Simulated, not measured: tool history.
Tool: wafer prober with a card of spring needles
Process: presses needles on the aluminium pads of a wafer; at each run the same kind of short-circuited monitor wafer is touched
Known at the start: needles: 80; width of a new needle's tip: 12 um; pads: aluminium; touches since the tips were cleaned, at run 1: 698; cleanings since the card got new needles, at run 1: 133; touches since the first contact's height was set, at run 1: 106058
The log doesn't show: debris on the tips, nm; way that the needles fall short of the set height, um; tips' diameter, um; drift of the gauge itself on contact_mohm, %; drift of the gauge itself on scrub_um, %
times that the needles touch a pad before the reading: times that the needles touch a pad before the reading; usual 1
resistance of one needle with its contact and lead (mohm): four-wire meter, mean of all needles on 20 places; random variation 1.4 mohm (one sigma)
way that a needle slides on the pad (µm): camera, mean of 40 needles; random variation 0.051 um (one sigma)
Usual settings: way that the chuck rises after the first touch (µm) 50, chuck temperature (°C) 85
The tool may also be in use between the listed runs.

run    hour  way that the chuck rises after the first touch (µm)  chuck temperature (°C)  times that the needles touch a pad before the reading  touches since the tips were cleaned  cleanings since the card got new needles  touches since the first contact's height was set  resistance of one needle with its contact and lead (mohm)  way that a needle slides on the pad (µm)
  1       0                                                   50                      85                                                      1                                  698                                       133                                            106058                                                        126                                     13.27
       10.4  -- tips cleaned on abrasive film
       23.3  -- tips cleaned on abrasive film
       33.8  -- tips cleaned on abrasive film
       46.7  -- tips cleaned on abrasive film
  2    53.3                                                   50                      85                                                      1                                 1999                                       137                                            122091                                                        125                                     13.29
       58.6  -- tips cleaned on abrasive film
       71.6  -- tips cleaned on abrasive film
       84.6  -- tips cleaned on abrasive film
  3    88.7                                                   45                      85                                                      1                                 1248                                       140                                            132704                                                        128                                        12
       96.5  -- tips cleaned on abrasive film
      106.9  -- tips cleaned on abrasive film
      117.3  -- tips cleaned on abrasive film
      127.7  -- tips cleaned on abrasive film
      140.7  -- tips cleaned on abrasive film
  4   150.7                                                   50                      85                                                      1                                 3004                                       145                                            151317                                                        129                                     13.29
      153.3  -- tips cleaned on abrasive film
      166.3  -- tips cleaned on abrasive film
      176.7  -- tips cleaned on abrasive film
      187.3  -- tips cleaned on abrasive film
  5   187.3                                                   50                      85                                                      1                                    0                                       149                                            162292                                                        121                                     13.19
      197.7  -- tips cleaned on abrasive film
      208.1  -- tips cleaned on abrasive film
      221.1  -- tips cleaned on abrasive film
      231.5  -- tips cleaned on abrasive film
  6   232.9                                                   50                      85                                                      1                                  418                                       153                                            175977                                                        124                                     13.06
      240.9  -- height of the first contact set anew
      243.6  -- tips cleaned on abrasive film
      256.6  -- tips cleaned on abrasive film
  7   259.4                                                   50                      85                                                      1                                  861                                       155                                              5544                                                        125                                     13.74
      267.2  -- tips cleaned on abrasive film
      277.7  -- tips cleaned on abrasive film
      288.1  -- tips cleaned on abrasive film
      300.1  -- card fitted with new needles
  8   309.7                                                   50                      85                                                      1                                 2930                                         0                                              2930                                                        129                                     13.69
      312.4  -- tips cleaned on abrasive film
      325.4  -- tips cleaned on abrasive film
      335.8  -- tips cleaned on abrasive film
      346.2  -- tips cleaned on abrasive film
  9   348.8                                                   50                      85                                                      1                                  767                                         4                                             14624                                                        122                                     13.75
      359.2  -- tips cleaned on abrasive film
      369.6  -- tips cleaned on abrasive film
      382.5  -- tips cleaned on abrasive film
 10   390.2                                                   46                      85                                                      1                                 2341                                         7                                             27085                                                        129                                     12.59
        394  -- tips cleaned on abrasive film
        407  -- tips cleaned on abrasive film
 11     415                                                   46                      85                                                      1                                 2446                                         9                                             34544                                                        130                                     12.56
      417.7  -- tips cleaned on abrasive film
      428.1  -- tips cleaned on abrasive film
      441.1  -- tips cleaned on abrasive film
 12   450.5                                                   50                      85                                                      1                                 2861                                        12                                             45208                                                        131                                     13.47
      453.2  -- tips cleaned on abrasive film
      463.6  -- tips cleaned on abrasive film
        474  -- tips cleaned on abrasive film
      484.4  -- tips cleaned on abrasive film
      497.3  -- tips cleaned on abrasive film
 13   501.8                                                   50                      85                                                      1                                 1372                                        17                                             60587                                                        129                                     13.59
      509.7  -- tips cleaned on abrasive film
      522.7  -- tips cleaned on abrasive film
      533.1  -- tips cleaned on abrasive film
 14   534.7                                                   50                      85                                                      1                                  504                                        20                                             70457                                                        123                                     13.49
      545.1  -- tips cleaned on abrasive film
      558.1  -- tips cleaned on abrasive film
      568.5  -- tips cleaned on abrasive film
 15   569.7                                                   50                      52                                                      3                                  362                                        23                                             80957                                                        118                                     13.39
      580.1  -- tips cleaned on abrasive film
        593  -- tips cleaned on abrasive film
      603.4  -- tips cleaned on abrasive film
      616.4  -- tips cleaned on abrasive film
 16   625.1                                                   64                      80                                                      2                                 2622                                        27                                             97601                                                        123                                     17.26
      627.7  -- tips cleaned on abrasive film
      638.1  -- tips cleaned on abrasive film
      648.5  -- tips cleaned on abrasive film
        659  -- tips cleaned on abrasive film
      671.9  -- tips cleaned on abrasive film
 17   680.5                                                   31                      27                                                      1                                 2589                                        32                                            114237                                                        139                                      8.12
      683.2  -- tips cleaned on abrasive film
      696.1  -- tips cleaned on abrasive film
      706.5  -- tips cleaned on abrasive film
      716.9  -- tips cleaned on abrasive film
 18     719                                                   31                      27                                                      1                                  629                                        36                                            125768                                                        125                                      8.06
      729.4  -- tips cleaned on abrasive film
      742.3  -- tips cleaned on abrasive film
      752.7  -- tips cleaned on abrasive film
      764.2  -- tips cleaned on abrasive film
 19   764.2                                                   50                      33                                                      1                                    0                                        40                                            139336                                                        115                                     13.23
      777.1  -- tips cleaned on abrasive film
      790.1  -- tips cleaned on abrasive film
 20   794.1                                                   38                     107                                                      1                                 1200                                        42                                            148328                                                        134                                      9.92
      801.9  -- tips cleaned on abrasive film
      812.3  -- tips cleaned on abrasive film
      822.7  -- tips cleaned on abrasive film
      833.1  -- tips cleaned on abrasive film
 21   838.7                                                   38                     107                                                      1                                 1689                                        46                                            161724                                                        132                                       9.9
      843.9  -- tips cleaned on abrasive film
      854.4  -- tips cleaned on abrasive film
      867.3  -- tips cleaned on abrasive film
 22   874.3                                                   38                     107                                                      1                                 2122                                        49                                            172430                                                        139                                      9.89
      879.6  -- tips cleaned on abrasive film
        890  -- tips cleaned on abrasive film
      892.9  -- height of the first contact set anew
      900.7  -- tips cleaned on abrasive film
 23   907.8                                                   55                      31                                                      1                                 2154                                        52                                              4495                                                        119                                     15.09
      913.1  -- tips cleaned on abrasive film
        926  -- tips cleaned on abrasive film
      936.4  -- tips cleaned on abrasive film
      946.8  -- tips cleaned on abrasive film
      959.8  -- tips cleaned on abrasive film
 24   960.7                                                   33                      60                                                      1                                  281                                        57                                             20355                                                        126                                      8.97
      971.1  -- tips cleaned on abrasive film
      984.1  -- tips cleaned on abrasive film
      997.1  -- tips cleaned on abrasive film
     1010.1  -- tips cleaned on abrasive film
 25  1016.9                                                   50                      43                                                      1                                 2061                                        61                                             37243                                                        123                                     13.61
     1022.1  -- tips cleaned on abrasive film
       1035  -- tips cleaned on abrasive film
     1045.4  -- tips cleaned on abrasive film
 26  1046.3                                                   53                      86                                                      1                                  275                                        64                                             46064                                                        122                                     14.39

Forecast each of these 4 alternatives for the next run:
     1056.7  -- tips cleaned on abrasive film
     1069.7  -- tips cleaned on abrasive film
     1080.1  -- tips cleaned on abrasive film
     1090.5  -- tips cleaned on abrasive film
     1103.5  -- tips cleaned on abrasive film
  A  1107.8                                                   31                      44                                                      1                                 1321                                        69                                             64546                                                          ?                                         ?
     1056.7  -- tips cleaned on abrasive film
     1069.7  -- tips cleaned on abrasive film
     1080.1  -- tips cleaned on abrasive film
     1090.5  -- tips cleaned on abrasive film
     1103.5  -- tips cleaned on abrasive film
  B  1107.8                                                   36                     120                                                      1                                 1321                                        69                                             64546                                                          ?                                         ?
     1056.7  -- tips cleaned on abrasive film
     1069.7  -- tips cleaned on abrasive film
     1080.1  -- tips cleaned on abrasive film
     1090.5  -- tips cleaned on abrasive film
     1103.5  -- tips cleaned on abrasive film
  C  1107.8                                                   50                      26                                                      2                                 1321                                        69                                             64546                                                          ?                                         ?
     1056.7  -- tips cleaned on abrasive film
     1069.7  -- tips cleaned on abrasive film
     1080.1  -- tips cleaned on abrasive film
     1090.5  -- tips cleaned on abrasive film
     1103.5  -- tips cleaned on abrasive film
  D  1107.8                                                   53                      86                                                      2                                 1321                                        69                                             64546                                                          ?                                         ?

run  resistance of one needle with its contact and lead (mohm)  way that a needle slides on the pad (µm)
  A                                                        130                                      8.21
  B                                                        134                                      9.71
  C                                                        117                                     13.53
  D                                                        123                                     14.42
Without the tool's hidden state the same runs would have given:
run  resistance of one needle with its contact and lead (mohm)  way that a needle slides on the pad (µm)
  A                                                        119                                      8.42
  B                                                        127                                      9.92
  C                                                        114                                     13.73
  D                                                        121                                     14.62
